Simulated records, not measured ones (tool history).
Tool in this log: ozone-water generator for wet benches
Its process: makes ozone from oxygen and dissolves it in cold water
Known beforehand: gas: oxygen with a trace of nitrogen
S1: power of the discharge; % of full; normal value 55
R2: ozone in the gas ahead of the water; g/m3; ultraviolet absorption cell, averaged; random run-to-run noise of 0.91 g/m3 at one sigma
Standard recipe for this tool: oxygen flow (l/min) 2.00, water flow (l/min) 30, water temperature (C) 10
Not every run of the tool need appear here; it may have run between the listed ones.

Run 1, hour 0.0: usual settings. Result: dissolved ozone (ppm) 4.95, R2 144.5 g/m3.
Run 2, hour 68.0: usual settings. Result: dissolved ozone (ppm) 5.01, R2 144.5 g/m3.
Run 3, hour 169.9: usual settings. Result: dissolved ozone (ppm) 4.99, R2 143.5 g/m3.
Run 4, hour 233.9: usual settings. Result: dissolved ozone (ppm) 4.95, R2 145.5 g/m3.
Run 5, hour 336.5: usual settings but water flow (l/min) 25. Result: dissolved ozone (ppm) 5.98, R2 143.2 g/m3.
Run 6, hour 410.3: usual settings but water flow (l/min) 25. Result: dissolved ozone (ppm) 5.98, R2 144.8 g/m3.
Run 7, hour 513.4: usual settings but S1 69 % of full. Result: dissolved ozone (ppm) 5.73, R2 161.5 g/m3.
Run 8, hour 575.2: usual settings but S1 69 % of full. Result: dissolved ozone (ppm) 5.61, R2 162.6 g/m3.
Run 9, hour 672.3: usual settings but S1 42 % of full. Result: dissolved ozone (ppm) 4.13, R2 124.7 g/m3.
Run 10, hour 740.2: usual settings but S1 42 % of full. Result: dissolved ozone (ppm) 4.37, R2 124.3 g/m3.
Run 11, hour 797.3: usual settings but S1 42 % of full, water flow (l/min) 47, water temperature (C) 7. Result: dissolved ozone (ppm) 2.64, R2 123.2 g/m3.
Run 12, hour 864.4: usual settings but S1 80 % of full, water flow (l/min) 23. Result: dissolved ozone (ppm) 8.10, R2 175.4 g/m3.
Run 13, hour 952.3: usual settings but S1 80 % of full, water flow (l/min) 23. Result: dissolved ozone (ppm) 8.11, R2 173.6 g/m3.
Run 14, hour 1039.2: usual settings but S1 98 % of full. Result: dissolved ozone (ppm) 6.91, R2 194.6 g/m3.
Run 15, hour 1148.6: usual settings but S1 74 % of full, oxygen flow (l/min) 1.89, water flow (l/min) 29, water temperature (C) 11. Result: dissolved ozone (ppm) 5.96, R2 172.9 g/m3.
Run 16, hour 1227.2: usual settings but S1 89 % of full, oxygen flow (l/min) 1.98, water flow (l/min) 46. Result: dissolved ozone (ppm) 4.02, R2 185.7 g/m3.
Run 17, hour 1340.7: usual settings but S1 89 % of full, oxygen flow (l/min) 1.98, water flow (l/min) 46. Result: dissolved ozone (ppm) 3.95, R2 184.6 g/m3.

Between the runs listed above, the log contained 3 entries, not reproduced here. Where in the sequence does each belong, and how does what the log doesn't record of the tool's condition differ from the listed run before to the listed run after?
From run 5 to run 6: water thermometer calibrated (hour 363.1)
  yield of the discharge, % of new electrodes': 93.1 -> 93; contactor's efficiency, % of a clean one's: 94.8 -> 94.7; true water temperature over the reading, C: 0.31 -> -0.02
  measured result minus the result with no hidden state, dissolved ozone (ppm): -0.59 -> -0.60; R2: -9.1 -> -9.4 g/m3
From run 7 to run 8: contactor cleaned (hour 524.8)
  yield of the discharge, % of new electrodes': 92.8 -> 92.7; contactor's efficiency, % of a clean one's: 94.6 -> 93.7
  measured result minus the result with no hidden state, dissolved ozone (ppm): -0.64 -> -0.68; R2: -12.5 -> -12.7 g/m3
From run 9 to run 10: contactor cleaned, once more (hour 709.2)
  yield of the discharge, % of new electrodes': 92.5 -> 92.4; contactor's efficiency, % of a clean one's: 93.6 -> 99.1
  measured result minus the result with no hidden state, dissolved ozone (ppm): -0.43 -> -0.28; R2: -7.1 -> -7.2 g/m3

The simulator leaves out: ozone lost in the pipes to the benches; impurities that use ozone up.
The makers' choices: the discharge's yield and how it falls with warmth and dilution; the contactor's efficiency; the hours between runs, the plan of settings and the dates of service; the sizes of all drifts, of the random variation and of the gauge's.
